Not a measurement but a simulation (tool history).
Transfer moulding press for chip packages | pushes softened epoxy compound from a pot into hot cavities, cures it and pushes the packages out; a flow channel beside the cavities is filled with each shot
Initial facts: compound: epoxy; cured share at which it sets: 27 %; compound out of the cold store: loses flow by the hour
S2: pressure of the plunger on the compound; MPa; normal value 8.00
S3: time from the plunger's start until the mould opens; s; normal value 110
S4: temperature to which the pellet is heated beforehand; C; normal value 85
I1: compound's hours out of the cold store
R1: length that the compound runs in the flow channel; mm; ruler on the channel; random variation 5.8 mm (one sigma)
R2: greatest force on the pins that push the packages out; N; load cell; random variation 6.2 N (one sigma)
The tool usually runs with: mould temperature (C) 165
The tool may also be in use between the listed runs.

run 1 hour=0.0 | mould_temperature_(C)=165 S2=8.00 S3=110 S4=85 | I1=44.3 | R1=546 R2=230
-- hour=5.2 cavities cleaned with cleaning compound and waxed
run 2 hour=9.1 | mould_temperature_(C)=165 S2=8.00 S3=110 S4=95 | I1=44.8 | R1=541 R2=226
run 3 hour=17.6 | mould_temperature_(C)=165 S2=8.00 S3=110 S4=95 | I1=26.8 | R1=608 R2=236
run 4 hour=26.0 | mould_temperature_(C)=160 S2=8.00 S3=110 S4=85 | I1=41.2 | R1=565 R2=275
run 5 hour=34.1 | mould_temperature_(C)=160 S2=8.00 S3=110 S4=85 | I1=16.1 | R1=680 R2=300
run 6 hour=43.4 | mould_temperature_(C)=165 S2=8.00 S3=110 S4=85 | I1=41.0 | R1=556 R2=234
run 7 hour=52.8 | mould_temperature_(C)=165 S2=8.00 S3=110 S4=85 | I1=46.0 | R1=548 R2=222
run 8 hour=57.5 | mould_temperature_(C)=165 S2=8.00 S3=110 S4=85 | I1=9.8 | R1=695 R2=248
run 9 hour=67.5 | mould_temperature_(C)=172 S2=8.00 S3=110 S4=85 | I1=27.7 | R1=601 R2=210
run 10 hour=73.7 | mould_temperature_(C)=161 S2=8.00 S3=110 S4=85 | I1=41.6 | R1=560 R2=279
run 11 hour=82.4 | mould_temperature_(C)=165 S2=8.00 S3=110 S4=85 | I1=29.5 | R1=593 R2=234
-- hour=92.6 cavities cleaned with cleaning compound and waxed
run 12 hour=94.0 | mould_temperature_(C)=165 S2=8.00 S3=110 S4=85 | I1=15.1 | R1=671 R2=231
run 13 hour=102.8 | mould_temperature_(C)=165 S2=8.00 S3=110 S4=85 | I1=8.4 | R1=702 R2=242
run 14 hour=109.7 | mould_temperature_(C)=165 S2=8.00 S3=110 S4=85 | I1=9.0 | R1=693 R2=240
run 15 hour=118.1 | mould_temperature_(C)=157 S2=8.00 S3=110 S4=85 | I1=21.1 | R1=668 R2=371
run 16 hour=123.1 | mould_temperature_(C)=166 S2=8.00 S3=110 S4=90 | I1=35.5 | R1=573 R2=224

Run 17 is up next; what results do you expect?
run 17 hour=131.8 | mould_temperature_(C)=162 S2=7.58 S3=111 S4=89 | I1=10.1 | R1=? R2=?

{"run 17": {"R1": 677, "R2": 267}}
Had the tool carried no hidden state, the very same run would have given R1 677 mm, R2 264 N.

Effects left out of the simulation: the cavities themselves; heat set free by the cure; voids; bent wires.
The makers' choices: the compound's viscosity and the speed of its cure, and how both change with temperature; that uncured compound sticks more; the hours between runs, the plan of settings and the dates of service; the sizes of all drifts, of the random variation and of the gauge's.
